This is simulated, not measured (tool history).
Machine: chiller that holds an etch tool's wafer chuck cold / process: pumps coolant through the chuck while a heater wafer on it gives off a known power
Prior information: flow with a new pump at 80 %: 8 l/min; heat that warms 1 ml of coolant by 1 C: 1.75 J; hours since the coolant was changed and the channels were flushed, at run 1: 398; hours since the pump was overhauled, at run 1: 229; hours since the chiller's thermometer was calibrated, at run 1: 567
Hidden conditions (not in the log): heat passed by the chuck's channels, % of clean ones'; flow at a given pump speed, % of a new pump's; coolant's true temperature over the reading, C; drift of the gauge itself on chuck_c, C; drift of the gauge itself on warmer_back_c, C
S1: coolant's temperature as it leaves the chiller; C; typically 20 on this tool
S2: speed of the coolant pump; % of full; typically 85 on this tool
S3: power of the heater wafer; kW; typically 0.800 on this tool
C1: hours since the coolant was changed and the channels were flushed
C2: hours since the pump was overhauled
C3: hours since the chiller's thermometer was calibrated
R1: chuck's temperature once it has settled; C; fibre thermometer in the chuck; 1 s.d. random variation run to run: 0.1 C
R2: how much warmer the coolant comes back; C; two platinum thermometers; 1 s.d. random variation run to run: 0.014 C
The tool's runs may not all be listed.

| run | hour | S1 | S2 | S3 | C1 | C2 | C3 | R1 | R2 |
|---|---|---|---|---|---|---|---|---|---|
| 1 | 0.0 | 20 | 85 | 0.800 | 398 | 229 | 567 | 26.6 | 3.18 |
| 2 | 118.8 | 20 | 85 | 0.800 | 517 | 348 | 686 | 26.7 | 3.22 |
| 3 | 190.7 | 20 | 85 | 0.800 | 589 | 420 | 758 | 26.7 | 3.24 |
| 4 | 242.9 | 20 | 93 | 0.800 | 641 | 472 | 810 | 26.1 | 2.92 |
| 5 | 358.1 | 20 | 85 | 0.451 | 756 | 587 | 926 | 23.9 | 1.84 |
| 6 | 447.7 | 25 | 85 | 0.451 | 846 | 677 | 1015 | 29.2 | 1.86 |
| 7 | 500.5 | 20 | 82 | 0.800 | 899 | 730 | 1068 | 27.2 | 3.38 |
| 8 | 614.9 | 17 | 85 | 0.800 | 1013 | 844 | 1182 | 24.0 | 3.28 |
| 9 | 667.7 | 17 | 85 | 0.800 | 1066 | 897 | 1235 | 23.9 | 3.28 |
| 10 | 781.7 | 20 | 85 | 0.800 | 1180 | 1011 | 1349 | 27.0 | 3.29 |
| 11 | 873.4 | 20 | 85 | 0.800 | 1272 | 1103 | 1441 | 27.3 | 3.29 |
| 12 | 980.2 | 20 | 91 | 0.800 | 1379 | 1209 | 1548 | 27.0 | 3.05 |
| 13 | 1036.1 | 21 | 91 | 0.800 | 1434 | 1265 | 1604 | 27.8 | 3.05 |
| 14 | 1147.0 | 20 | 85 | 0.800 | 1545 | 1376 | 1714 | 27.5 | 3.28 |
| 15 | 1236.4 | 20 | 85 | 0.800 | 1635 | 1466 | 1804 | 27.4 | 3.31 |
| 16 | 1289.1 | 20 | 85 | 0.800 | 1687 | 1518 | 1857 | 27.5 | 3.31 |
| 17 | 1403.3 | 14 | 85 | 0.800 | 1802 | 1633 | 1971 | 21.6 | 3.32 |
|  | 1413.7 | coolant pump overhauled |
| 18 | 1468.5 | 22 | 62 | 1.180 | 1862 | 55 | 2031 | 37.5 | 7.16 |
| 19 | 1554.1 | 22 | 62 | 1.180 | 1947 | 140 | 2117 | 37.7 | 7.13 |
| 20 | 1680.5 | 22 | 62 | 1.180 | 2074 | 267 | 2243 | 37.9 | 7.22 |
| 21 | 1804.8 | 24 | 78 | 0.512 | 2198 | 391 | 2367 | 29.9 | 2.44 |
| 22 | 1864.9 | 27 | 85 | 0.511 | 2258 | 451 | 2427 | 32.2 | 2.22 |
| 23 | 1940.1 | 27 | 62 | 0.800 | 2333 | 526 | 2503 | 37.9 | 4.91 |
| 24 | 2017.7 | 27 | 62 | 0.800 | 2411 | 604 | 2580 | 37.9 | 4.91 |
| 25 | 2087.2 | 27 | 62 | 0.800 | 2481 | 674 | 2650 | 38.1 | 4.91 |
|  | 2158.3 | coolant pump overhauled, once more |
| 26 | 2188.0 | 27 | 62 | 0.800 | 2576 | 30 | 2745 | 37.4 | 4.54 |
| 27 | 2257.3 | 10 | 69 | 0.475 | 2646 | 99 | 2815 | 15.9 | 2.39 |
| 28 | 2364.8 | 20 | 86 | 0.800 | 2753 | 207 | 2922 | 27.8 | 3.18 |
| 29 | 2424.5 | 20 | 86 | 0.800 | 2813 | 266 | 2982 | 28.0 | 3.18 |
| 30 | 2493.0 | 23 | 85 | 0.485 | 2881 | 335 | 3050 | 28.3 | 1.97 |
| 31 | 2544.8 | 12 | 85 | 0.584 | 2933 | 386 | 3102 | 18.0 | 2.35 |
| 32 | 2624.1 | 15 | 78 | 0.812 | 3012 | 466 | 3182 | 23.9 | 3.62 |
| 33 | 2749.1 | 25 | 88 | 1.192 | 3137 | 591 | 3307 | 36.6 | 4.67 |

Branching from run 33: 3 alternative next runs. What would each branch give?
| A | 2807.9 | 12 | 88 | 0.483 | 3196 | 650 | 3365 | ? | ? |
| B | 2807.9 | 17 | 88 | 0.609 | 3196 | 650 | 3365 | ? | ? |
| C | 2807.9 | 24 | 76 | 1.192 | 3196 | 650 | 3365 | ? | ? |

| run | R1 | R2 |
|---|---|---|
| A | 17.0 | 1.93 |
| B | 23.5 | 2.42 |
| C | 37.3 | 5.48 |
With no hidden state in the tool, these same runs would have given:
| run | R1 | R2 |
|---|---|---|
| A | 15.7 | 1.90 |
| B | 22.0 | 2.39 |
| C | 34.7 | 5.40 |
